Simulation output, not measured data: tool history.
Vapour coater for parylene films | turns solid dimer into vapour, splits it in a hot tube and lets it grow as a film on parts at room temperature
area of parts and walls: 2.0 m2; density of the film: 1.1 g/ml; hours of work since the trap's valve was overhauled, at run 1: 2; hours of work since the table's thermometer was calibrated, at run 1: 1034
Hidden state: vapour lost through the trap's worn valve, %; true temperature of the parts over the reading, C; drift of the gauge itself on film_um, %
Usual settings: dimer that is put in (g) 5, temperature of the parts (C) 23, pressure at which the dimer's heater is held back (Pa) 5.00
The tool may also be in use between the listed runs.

run   hour  dimer that is put in (g)  temperature of the parts (C)  pressure at which the dimer's heater is held back (Pa)  hours of work since the trap's valve was overhauled  hours of work since the table's thermometer was calibrated  thickness of the film (nm)
  1    0.0                         5                            23                                                    5.00                                                    2                                                        1034                        1560
  2   40.9                         5                            23                                                    5.00                                                   25                                                        1058                        1560
  3   63.2                         5                            23                                                    5.00                                                   38                                                        1071                        1500
  4   88.3                         5                            23                                                    5.00                                                   53                                                        1085                        1500
  5  111.8                         5                            23                                                   10.75                                                   66                                                        1099                        1290
  6  150.4                         5                            23                                                   10.75                                                   88                                                        1121                        1270
  7  190.6                         5                            23                                                   10.75                                                  112                                                        1144                        1250
  8  227.1                         8                            23                                                    5.00                                                  132                                                        1165                        2250
  9  268.2                         8                            23                                                    5.00                                                  156                                                        1189                        2280
 10  314.4                         8                            23                                                    5.00                                                  183                                                        1215                        2260
 11  340.9                         8                            23                                                    5.00                                                  198                                                        1230                        2190
 12  375.6                         8                            23                                                    5.00                                                  218                                                        1250                        2160
     395.1  -- trap's valve overhauled
 13  420.2                         3                            23                                                    2.99                                                   14                                                        1274                        1060

Forecast run 14:
 14  450.9                         5                            23                                                    6.40                                                   32                                                        1291                           ?

{"run 14": {"thickness of the film (nm)": 1440}}
Without the tool's hidden state the same run would have given thickness of the film (nm) 1420.
